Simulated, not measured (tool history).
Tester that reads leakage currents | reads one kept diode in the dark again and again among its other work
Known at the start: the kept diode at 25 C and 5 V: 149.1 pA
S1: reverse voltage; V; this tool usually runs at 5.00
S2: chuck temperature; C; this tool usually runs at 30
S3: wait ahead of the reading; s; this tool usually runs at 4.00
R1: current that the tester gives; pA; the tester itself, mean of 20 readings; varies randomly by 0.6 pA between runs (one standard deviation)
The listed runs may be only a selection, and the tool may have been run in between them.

run	hour	S1	S2	S3	R1
1	0.0	5.00	30	4.00	229.67
2	47.1	5.00	30	4.00	229.77
3	113.3	5.00	30	4.00	228.19
4	151.2	5.00	30	4.00	227.92
5	216.0	5.00	30	4.00	227.99
6	270.3	5.00	30	4.00	227.55
# hour 337.0: probe card cleaned and baked
7	342.2	5.00	33	4.00	277.48
8	407.5	5.00	33	4.00	277.49
# hour 434.0: chuck's temperature calibrated
9	449.8	5.00	33	4.00	301.97
10	511.7	5.00	33	4.00	301.46
11	554.7	5.00	30	4.00	233.22
12	593.8	8.79	38	4.00	591.57
13	634.4	13.83	30	4.02	371.73
14	664.0	14.34	51	0.65	2060.57
15	723.8	13.91	32	0.87	447.21
16	790.7	17.82	41	1.25	1046.19

Run 17 comes next. What will it give?
17	825.7	2.40	30	4.00	?

Run 17 measured R1 162.54 pA.
Minus the tool's unlogged condition, the same run would have read R1 164.04 pA.

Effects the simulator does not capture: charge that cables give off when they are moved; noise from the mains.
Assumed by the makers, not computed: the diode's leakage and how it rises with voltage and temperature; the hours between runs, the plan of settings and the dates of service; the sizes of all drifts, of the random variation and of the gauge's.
